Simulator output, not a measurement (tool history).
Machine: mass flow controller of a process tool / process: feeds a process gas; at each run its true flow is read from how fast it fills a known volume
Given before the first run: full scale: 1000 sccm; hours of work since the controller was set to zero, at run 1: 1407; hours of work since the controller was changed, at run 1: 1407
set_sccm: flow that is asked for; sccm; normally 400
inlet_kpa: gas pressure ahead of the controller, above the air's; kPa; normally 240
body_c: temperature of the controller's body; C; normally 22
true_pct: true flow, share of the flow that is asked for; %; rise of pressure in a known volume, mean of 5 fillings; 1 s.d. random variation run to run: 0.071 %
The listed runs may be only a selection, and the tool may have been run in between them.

run	hour	set_sccm	inlet_kpa	body_c	hours of work since the controller was set to zero	hours of work since the controller was changed	true_pct
1	0	400	240	22	1407	1407	99.39
2	114.5	400	240	22	1464	1464	99.39
3	273.2	400	240	22	1543	1543	99.36
4	485.5	185	240	22	1649	1649	98.13
5	734	185	240	22	1773	1773	98.24
6	895	185	240	22	1854	1854	98.1
7	1098.4	185	240	22	1956	1956	98.01
8	1305.4	185	240	22	2059	2059	97.87
9	1440.6	185	240	22	2127	2127	98
10	1599.3	185	240	22	2206	2206	97.96
11	1738.3	299	240	22	2275	2275	98.68
12	1914.5	400	240	22	2363	2363	99.25
13	2040.5	400	240	22	2426	2426	99.22
14	2290.1	400	240	22	2551	2551	99.02
15	2415.5	400	240	22	2614	2614	99.13
16	2657.6	400	240	22	2735	2735	99.25
17	2803.8	400	240	22	2808	2808	99.13
18	3052.6	400	240	22	2932	2932	99.05
19	3188.9	400	240	22	3000	3000	99.18
20	3328.2	400	240	22	3070	3070	99.06
21	3510.1	400	240	22	3161	3161	99.09
22	3643.6	103	240	22	3228	3228	94.59
23	3863.5	103	240	22	3338	3338	94.39
24	3981.5	103	240	22	3397	3397	94.31
25	4191.8	631	171	28	3502	3502	99.42
26	4402.2	631	171	28	3607	3607	99.4
27	4658	730	142	24	3735	3735	99.78
28	4800.3	452	243	24	3806	3806	99.25
29	5035.2	452	243	24	3923	3923	99.06
30	5270.4	400	272	34	4041	4041	98.29
31	5492.8	730	207	34	4152	4152	99.44
32	5711.3	384	221	22	4261	4261	98.74
33	5838	277	189	37	4324	4324	97.08
# hour 5850.8: controller's zero set anew
34	5990.1	400	240	22	70	4400	98.02
35	6167.8	179	240	36	158	4489	93.47
36	6411.8	820	151	36	280	4611	99.11
37	6671.2	400	250	27	410	4741	97.73
38	6915.3	142	184	29	532	4863	91.69
39	7161.2	167	240	32	655	4985	92.83
# hour 7238.1: controller's zero set anew, once more
40	7402.9	167	196	32	82	5106	100.03
41	7580	167	170	32	171	5194	99.88
42	7840	400	240	34	301	5324	100.48
43	8101.2	143	206	22	431	5455	100.41
44	8250.3	400	175	26	506	5529	100.73
45	8474.6	400	175	26	618	5642	100.66
46	8646.3	400	221	26	704	5727	100.74
47	8906	400	221	26	834	5857	100.78

Forecast each of these 5 alternatives for the next run:
A	9036.1	304	221	26	899	5922	?
B	9036.1	400	184	22	899	5922	?
C	9036.1	107	240	22	899	5922	?
D	9036.1	180	240	34	899	5922	?
E	9036.1	400	278	27	899	5922	?

run	true_pct
A	100.59
B	100.86
C	99.45
D	99.53
E	100.66
Had the tool no hidden state, the same runs would have come out as:
run	true_pct
A	99.44
B	99.57
C	99.44
D	98.81
E	99.37

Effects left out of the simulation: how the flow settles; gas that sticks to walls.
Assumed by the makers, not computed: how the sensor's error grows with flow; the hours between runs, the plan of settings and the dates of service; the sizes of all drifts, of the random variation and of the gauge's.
